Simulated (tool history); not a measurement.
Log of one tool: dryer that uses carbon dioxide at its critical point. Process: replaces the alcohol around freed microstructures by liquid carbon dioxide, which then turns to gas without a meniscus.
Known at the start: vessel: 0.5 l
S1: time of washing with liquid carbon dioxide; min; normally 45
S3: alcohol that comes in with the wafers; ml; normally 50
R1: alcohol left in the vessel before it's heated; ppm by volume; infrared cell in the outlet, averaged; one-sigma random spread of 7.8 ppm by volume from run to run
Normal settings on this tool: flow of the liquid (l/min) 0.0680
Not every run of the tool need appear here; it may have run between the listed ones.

Run 1, hour 0.0: usual settings. Result: R1 425 ppm by volume.
Run 2, hour 6.2: usual settings. Result: R1 442 ppm by volume.
Run 3, hour 19.9: usual settings. Result: R1 468 ppm by volume.
Run 4, hour 27.9: usual settings. Result: R1 479 ppm by volume.
Run 5, hour 35.0: usual settings. Result: R1 488 ppm by volume.
Run 6, hour 43.9: usual settings. Result: R1 503 ppm by volume.
Run 7, hour 58.7: usual settings. Result: R1 551 ppm by volume.
Run 8, hour 71.3: usual settings. Result: R1 570 ppm by volume.
Run 9, hour 80.9: usual settings but S3 52 ml. Result: R1 594 ppm by volume.
Run 10, hour 89.9: usual settings but flow of the liquid (l/min) 0.0610, S3 52 ml. Result: R1 1002 ppm by volume.
Run 11, hour 102.2: usual settings. Result: R1 596 ppm by volume.
Run 12, hour 110.4: usual settings. Result: R1 614 ppm by volume.
Run 13, hour 121.1: usual settings. Result: R1 661 ppm by volume.
Run 14, hour 132.6: usual settings but flow of the liquid (l/min) 0.0603. Result: R1 1170 ppm by volume.
Run 15, hour 140.7: usual settings but flow of the liquid (l/min) 0.0603. Result: R1 1208 ppm by volume.
Run 16, hour 154.4: usual settings but flow of the liquid (l/min) 0.0681. Result: R1 711 ppm by volume.
Run 17, hour 161.7: usual settings but flow of the liquid (l/min) 0.0681. Result: R1 731 ppm by volume.
Run 18, hour 172.9: usual settings. Result: R1 772 ppm by volume.
Run 19, hour 179.8: usual settings but S3 94 ml. Result: R1 1487 ppm by volume.
Run 20, hour 186.1: usual settings but S3 59 ml. Result: R1 957 ppm by volume.
Run 21, hour 198.9: usual settings but S3 59 ml. Result: R1 986 ppm by volume.
Run 22, hour 211.4: usual settings but S3 59 ml. Result: R1 1014 ppm by volume.
Run 23, hour 225.0: usual settings but S3 59 ml. Result: R1 1089 ppm by volume.
Run 24, hour 232.2: usual settings but S1 33 min, flow of the liquid (l/min) 0.0453, S3 41 ml. Result: R1 8112 ppm by volume.
Run 25, hour 243.0: usual settings but S1 33 min, flow of the liquid (l/min) 0.0453, S3 41 ml. Result: R1 8258 ppm by volume.
Run 26, hour 250.1: usual settings but flow of the liquid (l/min) 0.0629. Result: R1 1375 ppm by volume.
Run 27, hour 265.1: usual settings but flow of the liquid (l/min) 0.0629. Result: R1 1459 ppm by volume.
Run 28, hour 272.0: usual settings but S1 37 min, flow of the liquid (l/min) 0.0485. Result: R1 6715 ppm by volume.
At hour 282.0: inlet filter changed.
Run 29, hour 287.2: usual settings but S3 115 ml. Result: R1 965 ppm by volume.
Run 30, hour 298.4: usual settings but S1 38 min, flow of the liquid (l/min) 0.0473, S3 65 ml. Result: R1 5104 ppm by volume.
Run 31, hour 312.9: usual settings but S1 68 min, flow of the liquid (l/min) 0.0957. Result: R1 45 ppm by volume.
Run 32, hour 322.3: usual settings but S1 43 min, flow of the liquid (l/min) 0.0764. Result: R1 352 ppm by volume.
Run 33, hour 334.0: usual settings but S1 43 min, flow of the liquid (l/min) 0.0764. Result: R1 356 ppm by volume.
Run 34, hour 345.3: usual settings but S1 55 min, flow of the liquid (l/min) 0.0598, S3 80 ml. Result: R1 580 ppm by volume.
Run 35, hour 360.4: usual settings but S1 55 min, flow of the liquid (l/min) 0.0598, S3 80 ml. Result: R1 609 ppm by volume.
Run 36, hour 367.3: usual settings but S1 30 min, flow of the liquid (l/min) 0.0531, S3 43 ml. Result: R1 5529 ppm by volume.
Run 37, hour 380.7: usual settings but S1 53 min, S3 100 ml. Result: R1 494 ppm by volume.
Run 38, hour 391.4: usual settings but S1 53 min, flow of the liquid (l/min) 0.0804, S3 100 ml. Result: R1 215 ppm by volume.
Run 39, hour 399.1: usual settings but flow of the liquid (l/min) 0.0660. Result: R1 717 ppm by volume.

Predict the results of run 40:
Run 40, hour 405.9: usual settings but flow of the liquid (l/min) 0.0660. Result: R1 ?.

{"run 40": {"R1": 768}}
Had the tool carried no hidden state, the very same run would have given R1 487 ppm by volume.
